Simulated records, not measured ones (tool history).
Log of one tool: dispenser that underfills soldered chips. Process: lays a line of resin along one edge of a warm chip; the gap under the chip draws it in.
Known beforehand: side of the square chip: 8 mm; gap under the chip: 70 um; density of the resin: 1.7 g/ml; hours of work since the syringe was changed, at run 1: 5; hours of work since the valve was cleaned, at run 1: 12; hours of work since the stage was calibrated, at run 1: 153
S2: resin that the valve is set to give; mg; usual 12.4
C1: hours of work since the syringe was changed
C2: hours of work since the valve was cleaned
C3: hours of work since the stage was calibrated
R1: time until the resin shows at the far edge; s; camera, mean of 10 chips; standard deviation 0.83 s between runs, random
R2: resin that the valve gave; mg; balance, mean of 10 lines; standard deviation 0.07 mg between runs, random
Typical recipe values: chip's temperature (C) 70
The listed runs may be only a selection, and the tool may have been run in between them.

run 1 hour=0 | chip's_temperature_(C)=70 S2=12.4 | C1=5 C2=12 C3=153 | R1=117.6 R2=12.44
-- hour=1.9 new syringe of resin
run 2 hour=10.5 | chip's_temperature_(C)=70 S2=12.4 | C1=5 C2=19 C3=160 | R1=120.4 R2=12.29
-- hour=11.3 new syringe of resin
run 3 hour=19.2 | chip's_temperature_(C)=70 S2=11.2 | C1=5 C2=24 C3=165 | R1=117.5 R2=11.11
-- hour=20.8 new syringe of resin
run 4 hour=24.7 | chip's_temperature_(C)=70 S2=12.4 | C1=3 C2=28 C3=169 | R1=91.8 R2=12.19
-- hour=30.7 new syringe of resin
run 5 hour=31.3 | chip's_temperature_(C)=70 S2=12.4 | C1=0 C2=32 C3=173 | R1=78 R2=12.1
-- hour=40 new syringe of resin
run 6 hour=40.7 | chip's_temperature_(C)=70 S2=12.4 | C1=0 C2=38 C3=179 | R1=78.2 R2=12.21
run 7 hour=45.8 | chip's_temperature_(C)=70 S2=12.4 | C1=4 C2=41 C3=182 | R1=102.4 R2=12.14
-- hour=49.8 new syringe of resin
run 8 hour=51.3 | chip's_temperature_(C)=70 S2=12.4 | C1=1 C2=44 C3=185 | R1=80.4 R2=12.05
run 9 hour=58.3 | chip's_temperature_(C)=70 S2=12.4 | C1=5 C2=49 C3=190 | R1=119.5 R2=11.94
-- hour=59.2 new syringe of resin
run 10 hour=66.2 | chip's_temperature_(C)=70 S2=12.4 | C1=4 C2=53 C3=194 | R1=108.2 R2=11.87
-- hour=68.8 new syringe of resin
run 11 hour=71.8 | chip's_temperature_(C)=70 S2=12.4 | C1=2 C2=57 C3=198 | R1=84 R2=11.77
-- hour=78.3 new syringe of resin
run 12 hour=78.3 | chip's_temperature_(C)=70 S2=12.4 | C1=0 C2=61 C3=202 | R1=74.4 R2=11.78
run 13 hour=87 | chip's_temperature_(C)=70 S2=12.4 | C1=6 C2=66 C3=207 | R1=119.4 R2=11.75
-- hour=88.1 new syringe of resin
run 14 hour=96.5 | chip's_temperature_(C)=70 S2=12.4 | C1=5 C2=72 C3=213 | R1=117.2 R2=11.61
-- hour=98.2 new syringe of resin
run 15 hour=103.8 | chip's_temperature_(C)=70 S2=12.4 | C1=4 C2=77 C3=218 | R1=99.5 R2=11.64
-- hour=107.9 new syringe of resin
run 16 hour=108.7 | chip's_temperature_(C)=70 S2=12.4 | C1=1 C2=80 C3=221 | R1=78.2 R2=11.67
run 17 hour=114.2 | chip's_temperature_(C)=65 S2=12.4 | C1=4 C2=83 C3=224 | R1=127.9 R2=11.54
-- hour=117.2 new syringe of resin
run 18 hour=119.1 | chip's_temperature_(C)=70 S2=12.4 | C1=1 C2=86 C3=227 | R1=81.2 R2=11.57
run 19 hour=125.4 | chip's_temperature_(C)=79 S2=15.1 | C1=5 C2=90 C3=231 | R1=78.9 R2=14.11
-- hour=127 new syringe of resin
run 20 hour=131.5 | chip's_temperature_(C)=73 S2=12.4 | C1=3 C2=94 C3=235 | R1=83 R2=11.38
-- hour=136.8 new syringe of resin
-- hour=140.7 dispensing valve cleaned and set on the balance
run 21 hour=140.7 | chip's_temperature_(C)=75 S2=15.6 | C1=2 C2=0 C3=240 | R1=68 R2=15.6
run 22 hour=145.9 | chip's_temperature_(C)=75 S2=15.6 | C1=5 C2=3 C3=243 | R1=92.6 R2=15.64
-- hour=147.6 new syringe of resin
run 23 hour=155.3 | chip's_temperature_(C)=62 S2=12.4 | C1=5 C2=9 C3=249 | R1=153.4 R2=12.34
-- hour=157 new syringe of resin
run 24 hour=160.5 | chip's_temperature_(C)=60 S2=11.1 | C1=2 C2=12 C3=252 | R1=132.3 R2=10.93
-- hour=166.4 new syringe of resin
run 25 hour=169.3 | chip's_temperature_(C)=60 S2=11.1 | C1=2 C2=18 C3=258 | R1=129.2 R2=10.99
run 26 hour=173.7 | chip's_temperature_(C)=64 S2=11.1 | C1=5 C2=21 C3=260 | R1=139.6 R2=10.83
-- hour=175.8 new syringe of resin
run 27 hour=179.9 | chip's_temperature_(C)=64 S2=11.1 | C1=3 C2=24 C3=264 | R1=116 R2=11
-- hour=185.3 new syringe of resin
run 28 hour=189.2 | chip's_temperature_(C)=79 S2=15.9 | C1=2 C2=30 C3=270 | R1=60.9 R2=15.53
-- hour=195 new syringe of resin
run 29 hour=195.2 | chip's_temperature_(C)=55 S2=13.8 | C1=0 C2=34 C3=274 | R1=140.1 R2=13.42
run 30 hour=203.9 | chip's_temperature_(C)=64 S2=14 | C1=6 C2=39 C3=279 | R1=149.4 R2=13.58
-- hour=204.8 new syringe of resin
run 31 hour=211 | chip's_temperature_(C)=79 S2=11.6 | C1=4 C2=44 C3=284 | R1=70.8 R2=11.11
-- hour=214.1 new syringe of resin
run 32 hour=215.7 | chip's_temperature_(C)=79 S2=11.6 | C1=1 C2=46 C3=286 | R1=54.4 R2=11.11
run 33 hour=221.4 | chip's_temperature_(C)=79 S2=11.6 | C1=5 C2=50 C3=290 | R1=76 R2=11.16
-- hour=224.2 new syringe of resin
run 34 hour=229.4 | chip's_temperature_(C)=85 S2=13.1 | C1=3 C2=55 C3=295 | R1=51.8 R2=12.57
-- hour=234.2 new syringe of resin
run 35 hour=234.2 | chip's_temperature_(C)=70 S2=16 | C1=0 C2=58 C3=298 | R1=70.3 R2=15.26

Branching from run 35: 3 alternative next runs. What would each branch give?
-- hour=243.7 new syringe of resin
run A hour=244.5 | chip's_temperature_(C)=74 S2=14.4 | C1=1 C2=64 C3=304 | R1=? R2=?
-- hour=243.7 new syringe of resin
run B hour=244.5 | chip's_temperature_(C)=56 S2=16 | C1=1 C2=64 C3=304 | R1=? R2=?
-- hour=243.7 new syringe of resin
run C hour=244.5 | chip's_temperature_(C)=67 S2=12.2 | C1=1 C2=64 C3=304 | R1=? R2=?

run=A R1=62.1 R2=13.52
run=B R1=129 R2=15.24
run=C R1=84.2 R2=11.57
Stripped of hidden state, with their random variation kept, the same runs would have yielded:
run=A R1=65.1 R2=14.26
run=B R1=136.6 R2=16.07
run=C R1=88.1 R2=12.2
